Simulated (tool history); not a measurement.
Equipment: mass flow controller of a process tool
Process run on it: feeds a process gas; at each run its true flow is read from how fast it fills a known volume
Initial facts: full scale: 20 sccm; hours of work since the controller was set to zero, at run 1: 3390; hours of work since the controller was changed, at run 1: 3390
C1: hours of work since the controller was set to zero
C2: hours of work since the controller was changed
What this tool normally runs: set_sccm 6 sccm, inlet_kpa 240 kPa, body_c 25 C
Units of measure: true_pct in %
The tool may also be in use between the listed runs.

Run 1, hour 0: usual settings; C1 3390; C2 3390. Result: true_pct 102.46 %.
Run 2, hour 256.4: usual settings; C1 3469; C2 3469. Result: true_pct 102.71 %.
Run 3, hour 589.7: usual settings; C1 3572; C2 3572. Result: true_pct 102.71 %.
Run 4, hour 1011.3: usual settings; C1 3703; C2 3703. Result: true_pct 102.92 %.
Run 5, hour 1403.9: usual settings but set_sccm 8 sccm; C1 3825; C2 3825. Result: true_pct 102.53 %.
Run 6, hour 1691.2: usual settings but set_sccm 8 sccm; C1 3914; C2 3914. Result: true_pct 102.5 %.
Run 7, hour 2096.2: usual settings but set_sccm 8 sccm; C1 4039; C2 4039. Result: true_pct 102.7 %.
Run 8, hour 2563: usual settings but set_sccm 8 sccm; C1 4184; C2 4184. Result: true_pct 102.84 %.
Run 9, hour 3002.8: usual settings but inlet_kpa 158 kPa; C1 4320; C2 4320. Result: true_pct 102.79 %.
Run 10, hour 3216.5: usual settings but inlet_kpa 158 kPa, body_c 37 C; C1 4386; C2 4386. Result: true_pct 102.26 %.
Run 11, hour 3546.8: usual settings but inlet_kpa 158 kPa, body_c 37 C; C1 4489; C2 4489. Result: true_pct 102.33 %.
Run 12, hour 3765.7: usual settings; C1 4556; C2 4556. Result: true_pct 103.61 %.
Run 13, hour 4072.2: usual settings; C1 4651; C2 4651. Result: true_pct 103.63 %.
Run 14, hour 4541.7: usual settings; C1 4797; C2 4797. Result: true_pct 103.88 %.
Run 15, hour 4814.8: usual settings; C1 4882; C2 4882. Result: true_pct 103.94 %.
Run 16, hour 5180.4: usual settings but set_sccm 3 sccm; C1 4995; C2 4995. Result: true_pct 106.57 %.
At hour 5390.1: controller's zero set anew.
Run 17, hour 5692.9: usual settings but set_sccm 3 sccm; C1 94; C2 5153. Result: true_pct 101.51 %.
Run 18, hour 5965.8: usual settings; C1 178; C2 5238. Result: true_pct 101.46 %.
Run 19, hour 6482.6: usual settings but inlet_kpa 210 kPa; C1 338; C2 5398. Result: true_pct 101.56 %.
Run 20, hour 6761.1: usual settings; C1 425; C2 5484. Result: true_pct 101.55 %.
Run 21, hour 7103.6: usual settings; C1 531; C2 5591. Result: true_pct 101.89 %.
Run 22, hour 7385.9: usual settings; C1 618; C2 5678. Result: true_pct 101.98 %.
Run 23, hour 7804.3: usual settings; C1 748; C2 5808. Result: true_pct 102.09 %.
Run 24, hour 8151: usual settings but body_c 24 C; C1 855; C2 5915. Result: true_pct 102.11 %.
Run 25, hour 8573: usual settings but set_sccm 4 sccm, inlet_kpa 189 kPa, body_c 39 C; C1 986; C2 6046. Result: true_pct 101.34 %.
Run 26, hour 8867.2: usual settings but inlet_kpa 151 kPa, body_c 32 C; C1 1077; C2 6137. Result: true_pct 101.27 %.
Run 27, hour 9283.8: usual settings but inlet_kpa 167 kPa, body_c 30 C; C1 1206; C2 6266. Result: true_pct 101.6 %.
Run 28, hour 9624.8: usual settings but set_sccm 2 sccm; C1 1312; C2 6372. Result: true_pct 103.75 %.
Run 29, hour 9842.1: usual settings but set_sccm 4 sccm, inlet_kpa 207 kPa, body_c 36 C; C1 1379; C2 6439. Result: true_pct 101.92 %.
Run 30, hour 10246.1: usual settings but set_sccm 3 sccm, inlet_kpa 264 kPa, body_c 31 C; C1 1505; C2 6564. Result: true_pct 103.04 %.
Run 31, hour 10683.3: usual settings but set_sccm 3 sccm, inlet_kpa 264 kPa, body_c 31 C; C1 1640; C2 6700. Result: true_pct 103.3 %.
Run 32, hour 11133.6: usual settings but set_sccm 11 sccm, inlet_kpa 274 kPa, body_c 34 C; C1 1780; C2 6839. Result: true_pct 102.38 %.
Run 33, hour 11465.2: usual settings but set_sccm 11 sccm, inlet_kpa 274 kPa, body_c 34 C; C1 1882; C2 6942. Result: true_pct 102.49 %.
Run 34, hour 11698.8: usual settings but inlet_kpa 218 kPa, body_c 33 C; C1 1955; C2 7014. Result: true_pct 102.43 %.
Run 35, hour 11978: usual settings but set_sccm 3 sccm, inlet_kpa 152 kPa, body_c 35 C; C1 2041; C2 7101. Result: true_pct 102.92 %.
Run 36, hour 12264.1: usual settings but inlet_kpa 221 kPa, body_c 28 C; C1 2130; C2 7189. Result: true_pct 102.96 %.
Run 37, hour 12706.7: usual settings but set_sccm 3 sccm, inlet_kpa 166 kPa, body_c 38 C; C1 2267; C2 7326. Result: true_pct 103.28 %.
Run 38, hour 13018.4: usual settings but set_sccm 3 sccm, inlet_kpa 166 kPa, body_c 23 C; C1 2363; C2 7423. Result: true_pct 104.02 %.
Run 39, hour 13484.9: usual settings but set_sccm 3 sccm, inlet_kpa 166 kPa, body_c 23 C; C1 2508; C2 7568. Result: true_pct 104.26 %.
Run 40, hour 13820.7: usual settings but set_sccm 3 sccm, inlet_kpa 166 kPa, body_c 23 C; C1 2612; C2 7672. Result: true_pct 104.4 %.
Run 41, hour 14071.2: usual settings but inlet_kpa 262 kPa; C1 2690; C2 7749. Result: true_pct 103.88 %.
Run 42, hour 14541.2: usual settings but set_sccm 5 sccm, inlet_kpa 146 kPa, body_c 36 C; C1 2835; C2 7895. Result: true_pct 102.85 %.
Run 43, hour 15007.4: usual settings but set_sccm 5 sccm, inlet_kpa 146 kPa, body_c 36 C; C1 2980; C2 8039. Result: true_pct 102.93 %.
Run 44, hour 15294.2: usual settings but set_sccm 5 sccm, inlet_kpa 146 kPa, body_c 36 C; C1 3069; C2 8128. Result: true_pct 103.02 %.
Run 45, hour 15645.7: usual settings but set_sccm 4 sccm; C1 3177; C2 8237. Result: true_pct 104.83 %.
Run 46, hour 15996.1: usual settings but set_sccm 4 sccm, inlet_kpa 142 kPa, body_c 30 C; C1 3286; C2 8346. Result: true_pct 103.99 %.
Run 47, hour 16224.2: usual settings but set_sccm 4 sccm, inlet_kpa 142 kPa, body_c 30 C; C1 3357; C2 8416. Result: true_pct 104.16 %.
Run 48, hour 16616.9: usual settings but set_sccm 3 sccm, inlet_kpa 254 kPa; C1 3478; C2 8538. Result: true_pct 106.3 %.

Forecast each of these 4 alternatives for the next run:
Run A, hour 16831.4: usual settings but set_sccm 2 sccm, inlet_kpa 254 kPa; C1 3545; C2 8604. Result: true_pct ?.
Run B, hour 16831.4: usual settings but set_sccm 3 sccm, inlet_kpa 275 kPa, body_c 21 C; C1 3545; C2 8604. Result: true_pct ?.
Run C, hour 16831.4: usual settings but set_sccm 4 sccm, inlet_kpa 263 kPa, body_c 38 C; C1 3545; C2 8604. Result: true_pct ?.
Run D, hour 16831.4: usual settings but set_sccm 5 sccm, inlet_kpa 145 kPa, body_c 21 C; C1 3545; C2 8604. Result: true_pct ?.

run  true_pct
  A     108.2
  B     106.5
  C     104.7
  D    104.26
Without the tool's unlogged condition, the same runs would have read:
run  true_pct
  A     99.47
  B     99.68
  C     98.83
  D     98.97
